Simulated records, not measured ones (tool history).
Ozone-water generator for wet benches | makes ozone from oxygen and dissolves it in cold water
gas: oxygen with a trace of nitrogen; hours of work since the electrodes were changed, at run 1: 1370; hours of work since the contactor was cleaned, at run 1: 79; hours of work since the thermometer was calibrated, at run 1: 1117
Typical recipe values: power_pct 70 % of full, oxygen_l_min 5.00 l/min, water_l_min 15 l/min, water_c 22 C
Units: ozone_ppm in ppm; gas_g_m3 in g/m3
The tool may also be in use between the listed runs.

run	hour	power_pct	oxygen_l_min	water_l_min	water_c	hours of work since the electrodes were changed	hours of work since the contactor was cleaned	hours of work since the thermometer was calibrated	ozone_ppm	gas_g_m3
1	0.0	70	5.00	15	22	1370	79	1117	18.1	168.9
2	89.0	70	5.00	15	28	1424	134	1171	16.1	171.0
3	144.5	70	5.00	15	28	1459	169	1206	16.1	169.7
4	236.7	70	5.00	15	28	1516	226	1263	16.2	171.3
5	306.3	70	5.00	15	28	1559	268	1306	16.1	168.5
6	377.8	70	5.00	15	22	1603	313	1350	17.9	167.3
7	449.7	70	5.00	15	22	1647	357	1394	17.6	169.1
8	533.7	70	5.00	15	22	1699	409	1446	18.0	169.6
9	583.3	70	5.00	15	27	1730	439	1477	16.5	169.5
10	669.4	70	5.00	15	27	1783	493	1530	16.4	169.8
11	724.6	70	5.00	15	22	1817	527	1564	18.0	169.2
12	769.1	70	5.00	15	22	1844	554	1591	17.8	169.7
13	856.4	70	5.00	15	22	1898	608	1645	17.8	168.3
14	919.8	70	5.00	15	22	1937	647	1684	18.0	168.8
15	1009.0	70	5.00	15	22	1992	702	1739	17.8	166.9
16	1079.7	70	5.00	15	22	2036	746	1783	17.8	167.9
17	1155.9	70	5.00	15	22	2083	793	1830	17.9	167.9
18	1203.5	70	5.00	15	22	2112	822	1859	17.6	168.2
19	1292.7	70	5.00	15	22	2167	877	1914	17.9	167.3
20	1359.0	70	5.00	16	22	2208	918	1955	17.0	169.6
21	1420.9	70	5.00	16	22	2246	956	1993	16.9	170.6
22	1470.9	88	2.86	12	22	2277	987	2024	23.5	250.5
23	1554.8	42	3.31	12	22	2329	1039	2076	16.2	158.2
24	1601.3	42	3.31	12	22	2358	1068	2105	15.9	160.2
25	1681.8	42	3.31	12	22	2408	1117	2154	15.8	159.3
26	1756.5	42	8.83	22	15	2454	1164	2201	11.6	98.5
27	1836.0	42	8.83	22	15	2503	1213	2250	11.7	98.1
28	1879.1	42	8.83	22	15	2529	1239	2276	11.4	97.7
29	1954.0	70	4.37	16	17	2576	1285	2323	18.1	178.8
30	2010.5	43	7.01	9	14	2610	1320	2357	20.9	112.3
31	2104.4	43	7.01	9	14	2668	1378	2415	20.9	110.6

Here are 4 independent what-if runs from the current tool condition. What would each one return?
A	2170.2	67	8.55	16	14	2709	1419	2456	?	?
B	2170.2	67	5.00	9	22	2709	1419	2456	?	?
C	2170.2	70	5.00	15	25	2709	1419	2456	?	?
D	2170.2	70	7.75	15	22	2709	1419	2456	?	?

run	ozone_ppm	gas_g_m3
A	18.5	124.4
B	23.4	162.9
C	16.7	167.6
D	16.9	135.2
Take away the tool's hidden state, keep each run's random variation, and the runs would have read:
run	ozone_ppm	gas_g_m3
A	19.2	128.0
B	24.3	167.6
C	17.4	172.5
D	17.6	139.2

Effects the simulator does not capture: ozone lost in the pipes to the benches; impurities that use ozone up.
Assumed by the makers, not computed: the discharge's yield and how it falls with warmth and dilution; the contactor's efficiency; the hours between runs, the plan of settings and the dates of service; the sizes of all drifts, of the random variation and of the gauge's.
